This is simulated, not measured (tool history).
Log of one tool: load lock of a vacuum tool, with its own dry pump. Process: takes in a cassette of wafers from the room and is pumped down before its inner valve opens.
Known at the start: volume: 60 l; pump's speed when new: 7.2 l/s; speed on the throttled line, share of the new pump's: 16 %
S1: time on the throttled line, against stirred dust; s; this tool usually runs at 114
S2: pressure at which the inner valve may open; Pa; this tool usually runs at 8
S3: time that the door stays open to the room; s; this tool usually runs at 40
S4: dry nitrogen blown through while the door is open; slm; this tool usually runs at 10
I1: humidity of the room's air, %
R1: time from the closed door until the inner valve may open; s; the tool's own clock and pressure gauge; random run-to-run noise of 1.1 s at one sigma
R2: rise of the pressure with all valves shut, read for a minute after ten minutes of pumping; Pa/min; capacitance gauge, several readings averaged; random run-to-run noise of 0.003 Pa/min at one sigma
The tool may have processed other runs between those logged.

{"run": 1, "hour": 0.0, "S1": 114, "S2": 8, "S3": 40, "S4": 10, "I1": 47.0, "R1": 175.9, "R2": 0.043}
{"run": 2, "hour": 287.9, "S1": 114, "S2": 8, "S3": 40, "S4": 10, "I1": 46.5, "R1": 177.2, "R2": 0.044}
{"run": 3, "hour": 793.3, "S1": 114, "S2": 8, "S3": 40, "S4": 10, "I1": 47.0, "R1": 175.5, "R2": 0.045}
{"run": 4, "hour": 1375.2, "S1": 114, "S2": 8, "S3": 40, "S4": 10, "I1": 42.8, "R1": 176.9, "R2": 0.038}
{"run": 5, "hour": 1800.1, "S1": 114, "S2": 8, "S3": 40, "S4": 10, "I1": 45.2, "R1": 176.3, "R2": 0.043}
{"run": 6, "hour": 2186.7, "S1": 114, "S2": 8, "S3": 40, "S4": 10, "I1": 44.9, "R1": 175.6, "R2": 0.04}
{"run": 7, "hour": 2501.1, "S1": 114, "S2": 8, "S3": 40, "S4": 10, "I1": 41.5, "R1": 176.9, "R2": 0.038}
{"run": 8, "hour": 2960.7, "S1": 114, "S2": 6, "S3": 40, "S4": 10, "I1": 46.5, "R1": 180.1, "R2": 0.042}
{"run": 9, "hour": 3513.6, "S1": 114, "S2": 8, "S3": 40, "S4": 10, "I1": 45.0, "R1": 175.1, "R2": 0.041}
{"run": 10, "hour": 3974.9, "S1": 114, "S2": 8, "S3": 40, "S4": 10, "I1": 44.2, "R1": 177.4, "R2": 0.04}
{"run": 11, "hour": 4250.5, "S1": 114, "S2": 8, "S3": 40, "S4": 34, "I1": 43.5, "R1": 174.3, "R2": 0.029}

Run 12 comes next. What will it give?
{"run": 12, "hour": 4642.6, "S1": 114, "S2": 8, "S3": 40, "S4": 9, "I1": 45.6, "R1": "?", "R2": "?"}

Logged for run 12: R1 175.1 s, R2 0.045 Pa/min.
If the tool had no hidden condition, the same run with the same run-to-run variation would have returned R1 175.0 s, R2 0.044 Pa/min.

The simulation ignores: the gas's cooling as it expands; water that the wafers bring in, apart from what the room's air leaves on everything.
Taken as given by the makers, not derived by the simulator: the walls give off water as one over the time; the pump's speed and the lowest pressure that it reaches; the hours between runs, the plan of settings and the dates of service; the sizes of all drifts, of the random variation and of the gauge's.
